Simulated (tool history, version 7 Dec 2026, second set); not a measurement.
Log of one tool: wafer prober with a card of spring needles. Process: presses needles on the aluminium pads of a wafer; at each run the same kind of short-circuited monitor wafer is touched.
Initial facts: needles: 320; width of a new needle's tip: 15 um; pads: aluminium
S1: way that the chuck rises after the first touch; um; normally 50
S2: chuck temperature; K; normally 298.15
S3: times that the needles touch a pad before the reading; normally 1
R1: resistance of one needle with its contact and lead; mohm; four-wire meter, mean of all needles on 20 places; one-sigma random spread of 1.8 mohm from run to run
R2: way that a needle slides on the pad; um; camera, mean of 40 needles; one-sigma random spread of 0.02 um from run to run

run	hour	S1	S2	S3	R1	R2
1	0.0	50	298.15	1	414	8.53
# hour 10.9: tips cleaned on abrasive film
# hour 43.3: tips cleaned on abrasive film
# hour 77.4: tips cleaned on abrasive film
# hour 89.1: height of the first contact set anew
2	95.8	50	298.15	1	399	8.66
# hour 108.9: tips cleaned on abrasive film
# hour 139.0: tips cleaned on abrasive film
# hour 168.7: tips cleaned on abrasive film
3	171.4	50	328.15	1	252	8.63
# hour 198.2: tips cleaned on abrasive film
# hour 230.0: tips cleaned on abrasive film
4	230.0	50	328.15	1	223	8.54
# hour 260.5: tips cleaned on abrasive film
# hour 292.3: tips cleaned on abrasive film
5	318.2	50	298.15	1	436	8.52
# hour 325.1: tips cleaned on abrasive film
# hour 353.8: tips cleaned on abrasive film
# hour 384.2: tips cleaned on abrasive film
6	407.4	50	298.15	1	445	8.52
# hour 414.4: tips cleaned on abrasive film
# hour 445.0: tips cleaned on abrasive film
# hour 474.8: tips cleaned on abrasive film
7	482.7	50	298.15	1	326	8.47
# hour 501.9: height of the first contact set anew
# hour 506.8: tips cleaned on abrasive film
# hour 540.3: tips cleaned on abrasive film
8	542.5	50	298.15	1	234	8.62
# hour 570.0: tips cleaned on abrasive film
9	583.9	50	298.15	1	366	8.63
# hour 602.8: tips cleaned on abrasive film
# hour 632.3: tips cleaned on abrasive film
10	640.1	50	298.15	1	307	8.60
# hour 659.9: tips cleaned on abrasive film
# hour 691.0: tips cleaned on abrasive film
11	711.3	50	298.15	1	421	8.59
# hour 722.5: tips cleaned on abrasive film
# hour 754.1: tips cleaned on abrasive film
# hour 781.8: tips cleaned on abrasive film
12	788.3	50	298.15	1	312	8.52
# hour 815.6: tips cleaned on abrasive film
13	838.9	50	298.15	1	465	8.46
# hour 843.8: tips cleaned on abrasive film
# hour 875.8: tips cleaned on abrasive film
# hour 909.3: tips cleaned on abrasive film
# hour 909.6: height of the first contact set anew
14	931.0	50	298.15	1	425	8.69
# hour 937.5: tips cleaned on abrasive film
# hour 969.6: tips cleaned on abrasive film
# hour 1000.7: tips cleaned on abrasive film
15	1000.7	37	303.15	2	234	6.36
# hour 1030.1: tips cleaned on abrasive film
# hour 1059.2: tips cleaned on abrasive film
16	1059.2	41	313.15	3	208	7.03
# hour 1089.2: tips cleaned on abrasive film
# hour 1119.9: tips cleaned on abrasive film
17	1132.2	70	313.15	2	240	12.02
# hour 1150.8: tips cleaned on abrasive film
# hour 1182.6: tips cleaned on abrasive film
18	1209.7	70	313.15	2	277	12.02
# hour 1216.1: tips cleaned on abrasive film
# hour 1244.0: tips cleaned on abrasive film
# hour 1272.7: tips cleaned on abrasive film
19	1283.7	36	313.15	2	399	6.02
# hour 1303.5: tips cleaned on abrasive film
# hour 1321.9: height of the first contact set anew
# hour 1335.5: tips cleaned on abrasive film
20	1342.9	36	350.15	2	352	6.25
# hour 1367.8: tips cleaned on abrasive film
# hour 1395.4: tips cleaned on abrasive film
21	1395.4	48	298.15	1	206	8.28
# hour 1427.7: tips cleaned on abrasive film
# hour 1456.9: tips cleaned on abrasive film
# hour 1490.1: tips cleaned on abrasive film
22	1490.8	41	374.15	2	244	7.02
# hour 1517.5: tips cleaned on abrasive film
# hour 1548.2: tips cleaned on abrasive film
# hour 1575.7: tips cleaned on abrasive film
23	1592.5	53	302.15	3	266	9.06
# hour 1603.7: tips cleaned on abrasive film
# hour 1634.7: tips cleaned on abrasive film
24	1658.4	40	338.15	1	650	6.75
# hour 1665.0: tips cleaned on abrasive film
# hour 1694.9: tips cleaned on abrasive film
# hour 1727.2: tips cleaned on abrasive film
# hour 1729.4: height of the first contact set anew
25	1729.4	40	338.15	1	283	6.94
# hour 1756.6: tips cleaned on abrasive film
# hour 1784.2: tips cleaned on abrasive film
26	1800.2	40	338.15	1	530	6.89
# hour 1813.9: tips cleaned on abrasive film
# hour 1847.6: tips cleaned on abrasive film
# hour 1878.6: tips cleaned on abrasive film
27	1889.2	40	338.15	1	478	6.87
# hour 1907.5: tips cleaned on abrasive film
# hour 1934.9: tips cleaned on abrasive film
28	1934.9	40	338.15	1	252	6.80

What if the next run were any one of these 4? Each begins from the tool's condition after run 28:
# hour 1965.8: tips cleaned on abrasive film
# hour 1997.6: tips cleaned on abrasive film
# hour 2027.4: tips cleaned on abrasive film
A	2032.8	46	330.15	2	?	?
# hour 1965.8: tips cleaned on abrasive film
# hour 1997.6: tips cleaned on abrasive film
# hour 2027.4: tips cleaned on abrasive film
B	2032.8	50	298.15	2	?	?
# hour 1965.8: tips cleaned on abrasive film
# hour 1997.6: tips cleaned on abrasive film
# hour 2027.4: tips cleaned on abrasive film
C	2032.8	51	338.15	1	?	?
# hour 1965.8: tips cleaned on abrasive film
# hour 1997.6: tips cleaned on abrasive film
# hour 2027.4: tips cleaned on abrasive film
D	2032.8	44	332.15	1	?	?

run	R1	R2
A	269	7.78
B	252	8.50
C	294	8.66
D	328	7.46
Had the tool no hidden state, the same runs would have come out as:
run	R1	R2
A	192	7.95
B	183	8.67
C	194	8.83
D	196	7.63

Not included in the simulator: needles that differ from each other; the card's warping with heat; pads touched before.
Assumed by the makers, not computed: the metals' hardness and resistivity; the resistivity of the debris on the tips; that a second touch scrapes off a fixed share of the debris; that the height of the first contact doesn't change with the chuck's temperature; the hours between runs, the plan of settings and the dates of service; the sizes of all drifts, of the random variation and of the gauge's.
